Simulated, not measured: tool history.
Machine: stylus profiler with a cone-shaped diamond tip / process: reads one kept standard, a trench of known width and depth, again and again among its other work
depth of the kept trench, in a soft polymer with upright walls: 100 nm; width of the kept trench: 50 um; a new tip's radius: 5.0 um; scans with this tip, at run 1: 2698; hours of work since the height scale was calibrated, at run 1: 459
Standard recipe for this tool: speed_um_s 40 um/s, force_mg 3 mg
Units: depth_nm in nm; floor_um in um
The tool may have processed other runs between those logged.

run	hour	speed_um_s	force_mg	scans with this tip	hours of work since the height scale was calibrated	depth_nm	floor_um
1	0	40	3	2698	459	100.69	47.73
2	16.5	40	3	2749	468	100.75	47.72
3	26.1	40	4.47	2779	473	100.96	47.73
4	36.8	40	4.47	2812	478	100.89	47.73
5	50	40	4.47	2852	485	100.9	47.68
6	64	40	2.26	2896	493	100.58	47.64
7	72.6	40	2.26	2923	497	100.68	47.62
8	87.6	40	2.26	2969	505	100.59	47.69
9	99.4	40	2.26	3006	511	100.55	47.61
10	116.9	40	2.26	3060	521	100.65	47.64
11	135.8	29	5.51	3118	531	101.09	47.71
12	145.3	29	5.51	3148	536	101.05	47.78
13	164	132	1.59	3205	545	100.45	47.05
14	180.4	132	1.59	3256	554	100.57	47.07
15	191.9	28	4.94	3292	560	101.01	47.78
16	209.5	40	2.26	3346	569	100.71	47.68
17	221.7	12	3	3384	576	100.77	47.79

Selected run-to-run steps in depth_nm, each split into two signed amounts: the part the tool would show with no hidden state at all (from settings, incoming material and random variation), and the remainder, which goes to the hidden state together with any gauge scatter not common to the measured and the hidden-state-free results:
Hidden state at play: radius of the tip, um; height scale over the true one, %; drift of the gauge itself on depth_nm, %; drift of the gauge itself on floor_um, %.
Run 1 -> 2: nothing adjusted, nothing logged. depth_nm +0.06 nm: hidden state -0.01, all else +0.07.
Run 12 -> 13: speed_um_s 29 -> 132, force_mg 5.51 -> 1.59. depth_nm -0.6 nm: hidden state +0, all else -0.6.
